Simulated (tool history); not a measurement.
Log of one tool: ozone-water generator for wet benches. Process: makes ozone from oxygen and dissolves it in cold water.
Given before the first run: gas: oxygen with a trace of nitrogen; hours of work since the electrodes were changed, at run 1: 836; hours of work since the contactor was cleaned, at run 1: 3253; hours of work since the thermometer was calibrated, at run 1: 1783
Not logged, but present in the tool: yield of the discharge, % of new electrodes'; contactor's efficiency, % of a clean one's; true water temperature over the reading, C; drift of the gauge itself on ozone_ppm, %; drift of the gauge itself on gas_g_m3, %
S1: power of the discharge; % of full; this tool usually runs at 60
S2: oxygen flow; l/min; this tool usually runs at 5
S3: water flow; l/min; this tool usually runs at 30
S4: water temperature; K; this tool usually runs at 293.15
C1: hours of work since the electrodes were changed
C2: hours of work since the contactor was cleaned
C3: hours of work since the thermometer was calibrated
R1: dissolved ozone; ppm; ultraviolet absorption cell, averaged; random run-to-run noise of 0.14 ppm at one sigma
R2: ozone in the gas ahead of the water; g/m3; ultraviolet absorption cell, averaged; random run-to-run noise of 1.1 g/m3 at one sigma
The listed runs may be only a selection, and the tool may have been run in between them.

| run | hour | S1 | S2 | S3 | S4 | C1 | C2 | C3 | R1 | R2 |
|---|---|---|---|---|---|---|---|---|---|---|
| 1 | 0 | 60 | 5 | 30 | 293.15 | 836 | 3253 | 1783 | 16 | 206.5 |
| 2 | 32 | 60 | 5 | 30 | 293.15 | 859 | 3276 | 1806 | 15.6 | 207.3 |
| 3 | 64.9 | 60 | 5 | 30 | 293.15 | 882 | 3299 | 1829 | 15.6 | 207.2 |
| 4 | 94.9 | 60 | 5 | 30 | 293.15 | 903 | 3320 | 1850 | 15.7 | 206.1 |
| 5 | 128.2 | 60 | 5 | 30 | 293.15 | 927 | 3344 | 1874 | 16 | 204.2 |
| 6 | 143.4 | 60 | 5 | 30 | 293.15 | 938 | 3355 | 1884 | 15.8 | 203.2 |
| 7 | 164.8 | 60 | 5 | 30 | 293.15 | 953 | 3370 | 1900 | 15.9 | 204.5 |
| 8 | 197.9 | 60 | 5 | 30 | 293.15 | 976 | 3393 | 1923 | 15.8 | 205.5 |
| 9 | 231.6 | 60 | 5 | 30 | 293.15 | 1000 | 3417 | 1947 | 15.7 | 205.1 |
| 10 | 258.4 | 60 | 5 | 30 | 293.15 | 1019 | 3436 | 1966 | 15.8 | 204 |
| 11 | 279.9 | 60 | 5 | 30 | 293.15 | 1034 | 3451 | 1981 | 15.6 | 205.2 |
| 12 | 306.2 | 60 | 5 | 30 | 293.15 | 1053 | 3470 | 2000 | 15.8 | 208.6 |
| 13 | 327.2 | 60 | 5 | 30 | 293.15 | 1068 | 3485 | 2015 | 15.7 | 205.5 |
| 14 | 355 | 60 | 5 | 30 | 293.15 | 1087 | 3505 | 2034 | 15.7 | 206.5 |
| 15 | 380.2 | 60 | 5 | 30 | 293.15 | 1105 | 3522 | 2052 | 15.7 | 206.6 |
| 16 | 403.1 | 60 | 5 | 30 | 293.15 | 1121 | 3539 | 2068 | 16 | 204.4 |
| 17 | 425.4 | 60 | 5 | 30 | 293.15 | 1137 | 3554 | 2084 | 15.7 | 204.1 |
| 18 | 456.7 | 60 | 5 | 30 | 298.15 | 1159 | 3577 | 2106 | 14.9 | 205.6 |
| 19 | 489.7 | 63 | 8.11 | 32 | 292.15 | 1183 | 3600 | 2130 | 15.7 | 162.5 |
| 20 | 515.2 | 63 | 8.11 | 32 | 292.15 | 1201 | 3618 | 2148 | 15.9 | 161.5 |
| 21 | 538.1 | 63 | 8.11 | 32 | 292.15 | 1217 | 3634 | 2164 | 15.9 | 164 |

Run 22 has not been measured yet. What should we expect?
| 22 | 553.5 | 79 | 3.4 | 21 | 297.15 | 1228 | 3645 | 2175 | ? | ? |

{"run 22": {"R1": 26, "R2": 322.4}}
With no hidden state in the tool, this same run would have given R1 26.1 ppm, R2 322.7 g/m3.

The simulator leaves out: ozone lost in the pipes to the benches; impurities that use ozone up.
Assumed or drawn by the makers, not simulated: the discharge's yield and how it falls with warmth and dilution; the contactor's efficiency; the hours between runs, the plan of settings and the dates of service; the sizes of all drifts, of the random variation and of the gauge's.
